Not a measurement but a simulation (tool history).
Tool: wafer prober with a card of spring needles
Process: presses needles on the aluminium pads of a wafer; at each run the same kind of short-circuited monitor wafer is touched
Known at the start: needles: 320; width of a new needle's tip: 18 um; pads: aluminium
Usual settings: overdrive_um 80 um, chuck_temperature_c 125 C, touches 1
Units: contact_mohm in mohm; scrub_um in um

run,hour,overdrive_um,chuck_temperature_c,touches,contact_mohm,scrub_um
1,0.0,80,125,1,266,20.35
2,6.6,80,125,1,268,20.21
3,14.5,80,125,1,265,20.06
# hour 19.6: tips cleaned on abrasive film
4,19.8,80,125,1,271,20.30
5,24.7,80,125,1,269,20.39
6,30.4,80,125,1,269,20.37
7,40.4,80,125,1,264,20.30
8,48.4,71,125,1,270,18.42
# hour 51.8: tips cleaned on abrasive film
9,57.7,80,125,1,264,20.65
10,65.9,80,125,1,269,20.55
11,76.3,80,125,1,265,20.59
# hour 83.9: tips cleaned on abrasive film
12,85.9,87,125,1,269,22.37
13,93.9,87,125,1,267,22.60
14,100.4,87,125,1,262,22.47
15,106.7,80,125,1,271,20.90
16,111.6,83,78,1,253,21.41
# hour 114.8: gauge calibrated
# hour 115.6: tips cleaned on abrasive film
17,117.9,83,78,1,254,21.30
18,123.7,84,78,1,251,21.50
19,131.9,84,78,1,253,21.18
20,139.3,87,36,1,244,22.08
21,146.4,66,28,2,243,16.81
# hour 147.5: tips cleaned on abrasive film
22,152.4,66,28,2,243,16.87
23,161.9,93,30,2,238,23.98
24,166.6,91,30,2,238,23.37
25,171.4,91,117,2,264,23.56
# hour 179.4: tips cleaned on abrasive film
26,182.1,67,89,2,264,17.36
27,189.4,67,89,2,260,17.37
28,197.8,73,65,2,257,19.05
29,206.6,63,65,2,254,16.16

3 ways to go on from here, each from the tool as it stands after run 29. What would each give?
# hour 209.0: gauge calibrated
# hour 210.9: tips cleaned on abrasive film
A,212.2,63,85,2,?,?
# hour 209.0: gauge calibrated
# hour 210.9: tips cleaned on abrasive film
B,212.2,76,34,2,?,?
# hour 209.0: gauge calibrated
# hour 210.9: tips cleaned on abrasive film
C,212.2,63,50,2,?,?

run,contact_mohm,scrub_um
A,257,16.06
B,244,19.18
C,252,16.13
Without the tool's hidden state the same runs would have given:
run,contact_mohm,scrub_um
A,257,16.05
B,244,19.16
C,252,16.12

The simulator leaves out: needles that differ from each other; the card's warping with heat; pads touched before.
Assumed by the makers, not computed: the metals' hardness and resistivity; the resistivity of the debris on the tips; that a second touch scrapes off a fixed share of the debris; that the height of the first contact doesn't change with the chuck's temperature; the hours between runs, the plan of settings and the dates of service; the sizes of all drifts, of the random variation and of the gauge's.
